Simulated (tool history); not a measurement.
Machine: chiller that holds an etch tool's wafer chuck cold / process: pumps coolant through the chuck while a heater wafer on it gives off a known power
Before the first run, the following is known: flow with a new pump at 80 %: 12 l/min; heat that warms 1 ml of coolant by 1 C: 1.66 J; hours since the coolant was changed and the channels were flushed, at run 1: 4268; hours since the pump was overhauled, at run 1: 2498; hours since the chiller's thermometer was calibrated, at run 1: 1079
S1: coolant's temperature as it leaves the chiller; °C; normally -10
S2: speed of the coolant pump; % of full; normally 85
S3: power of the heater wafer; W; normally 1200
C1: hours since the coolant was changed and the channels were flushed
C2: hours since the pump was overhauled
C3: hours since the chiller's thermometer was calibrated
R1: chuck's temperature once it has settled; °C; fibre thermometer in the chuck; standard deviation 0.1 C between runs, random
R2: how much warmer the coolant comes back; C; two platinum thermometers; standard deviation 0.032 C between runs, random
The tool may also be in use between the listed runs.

run	hour	S1	S2	S3	C1	C2	C3	R1	R2
1	0	-10	85	1200	4268	2498	1079	5	3.47
2	41.2	-10	85	1471	4309	2539	1120	8.5	4.32
3	85.1	-10	85	1471	4353	2583	1164	8.5	4.34
4	149.8	-10	85	1200	4418	2648	1228	5.1	3.48
5	190.1	-10	85	1200	4458	2688	1269	5	3.54
6	239.1	-10	85	1200	4507	2737	1318	5.4	3.47
7	267.6	-10	85	1200	4536	2765	1346	5.3	3.49
8	306.7	-10	81	1200	4575	2804	1385	6	3.69
9	350.9	-10	81	1200	4619	2849	1429	6	3.67
10	396.3	-10	85	1200	4665	2894	1475	5.3	3.47
11	437.6	-10	85	1698	4706	2935	1516	11.6	5
12	468.9	-10	85	1698	4737	2967	1547	11.8	4.97
13	512.3	-10	85	1698	4781	3010	1591	11.6	4.99
14	560.9	-10	85	1698	4829	3059	1639	11.7	4.99
15	611.3	-10	81	1698	4880	3109	1690	12.5	5.24
16	672.9	-10	85	1200	4941	3171	1751	5.5	3.48
17	728.7	-10	68	662	4997	3227	1807	0.5	2.44
18	797.5	-18	68	662	5066	3295	1876	-7.5	2.38
# hour 807.1: coolant pump overhauled
19	845.9	-18	68	662	5109	39	1919	-7.4	2.48
20	904.3	-15	78	1618	5168	97	1978	8.1	5.3
21	974.2	-15	78	1618	5237	167	2048	8	5.3
22	1012.4	-15	78	1618	5276	205	2086	8.1	5.26
23	1055.9	-15	78	1618	5319	249	2129	8.1	5.29
24	1115	-10	85	1245	5378	308	2189	6.7	3.84
25	1178.5	-10	85	1245	5442	371	2252	6.9	3.78
# hour 1198.6: coolant pump overhauled, once more
26	1250.3	-11	85	1147	5509	52	2319	3.7	3.26
27	1310.2	-7	67	1354	5568	112	2379	14.1	4.88
28	1359.4	-7	67	1354	5618	161	2428	14	4.77
29	1406.7	-10	64	1050	5665	208	2475	7.1	3.91
30	1438.9	-10	64	1050	5697	240	2507	7.4	3.92
31	1481.2	-10	64	1050	5739	283	2550	7.2	3.9
32	1521.3	-10	85	795	5780	323	2590	0.4	2.24

Alternative continuations, all from the tool just after run 32; predict every row:
A	1579.1	-1	88	942	5837	381	2648	?	?
B	1579.1	-13	75	1436	5837	381	2648	?	?
C	1579.1	-10	85	865	5837	381	2648	?	?

run	R1	R2
A	10.9	2.6
B	7.5	4.6
C	1.4	2.48
The same runs, with their run-to-run variation unchanged, on a tool lacking any hidden condition would have given:
run	R1	R2
A	8.8	2.6
B	4.1	4.6
C	-0.6	2.48
